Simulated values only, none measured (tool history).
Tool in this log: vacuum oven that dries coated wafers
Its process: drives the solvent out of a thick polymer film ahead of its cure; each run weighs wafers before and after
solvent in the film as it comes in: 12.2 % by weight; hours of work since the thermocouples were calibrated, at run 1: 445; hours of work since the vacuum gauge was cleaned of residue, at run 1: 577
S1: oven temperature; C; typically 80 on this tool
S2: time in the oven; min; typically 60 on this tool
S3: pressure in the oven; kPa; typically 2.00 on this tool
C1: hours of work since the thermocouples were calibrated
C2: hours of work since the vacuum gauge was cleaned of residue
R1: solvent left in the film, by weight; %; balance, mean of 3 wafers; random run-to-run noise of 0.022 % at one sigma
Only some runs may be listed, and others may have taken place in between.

run     day  S1   S2    S3    C1    C2    R1
  1   0.000  80   60  2.00   445   577  2.42
  2   1.708  80   60  2.00   475   608  2.38
  3   3.767  80   85  2.00   512   644  2.07
  4   5.512  80   60  7.82   543   675  6.98
  5   7.900  80   60  1.31   585   717  1.90
  6   9.325  80   60  2.49   610   742  2.77
  7  11.183  80   60  2.49   643   775  2.79
  8  12.483  80   60  2.49   666   798  2.80
  9  14.038  90   60  2.49   693   825  1.60
 10  15.454  90   60  2.49   718   850  1.62
 11  16.592  90   60  2.49   738   870  1.65
 12  18.650  90   60  1.06   775   907  0.83
 13  20.317  90   60  1.06   804   936  0.84
 14  22.646  90   60  1.06   845   977  0.85
 15  24.254  80   60  2.00   874  1006  2.44
 16  26.662  80   60  2.00   916  1048  2.41
 17  29.008  80   60  2.00   958  1090  2.39
 18  30.775  80   47  2.00   989  1121  2.84
 19  32.517  83   60  2.00  1020  1152  1.98
 20  34.912  83   60  2.00  1062  1194  1.98
 21  36.696  83   60  2.00  1093  1226  1.98
 22  38.012  83   60  2.00  1117  1249  2.02
 23  39.242  80   60  2.00  1138  1271  2.40
 24  41.246  80   79  1.03  1174  1306  1.39
 25  43.621  67   79  1.05  1216  1348  3.65
 26  44.671  89   79  1.37  1234  1366  1.08
 27  46.879  89   79  1.37  1273  1405  1.06
 28  49.258  75   80  5.05  1315  1447  5.71
 29  51.117  72   80  2.00  1348  1480  3.45
 30  52.688  82   79  6.81  1376  1508  5.43
 31  53.742  82  104  6.81  1395  1527  5.42
 32  55.358  89   82  2.77  1423  1555  1.90
 33  57.650  80   53  2.77  1464  1596  3.15
     58.312  -- oven's thermocouples calibrated
 34  58.846  80   53  1.32     9  1615  2.55
 35  60.662  77   74  5.72    41  1647  6.70
 36  62.829  80   71  4.24    80  1686  4.54
 37  63.829  72  100  1.33    97  1703  3.00
 38  65.779  86   60  2.00   132  1738  2.01
 39  66.771  95   64  2.00   149  1755  1.29
 40  68.392  81   54  2.00   178  1784  2.92
 41  69.483  80   33  3.63   197  1803  5.41
 42  71.529  70   63  1.43   233  1839  4.62
 43  73.912  75   63  6.13   276  1882  7.77
 44  75.079  75   63  6.13   296  1902  7.80
 45  77.408  79   59  1.44   337  1943  2.68
 46  79.246  79   59  1.44   370  1976  2.69

Entry by entry between the runs, the difference in hidden state between the last listed run before and the first listed run after:
Between runs 33 and 34: oven's thermocouples calibrated (day 58.312)
  true wafer temperature over the reading, C: 2.64 -> -0.29; true pressure over the reading, kPa: 0.576 -> 0.583
  measured minus no-state result, R1: -0.07 -> +0.51 %
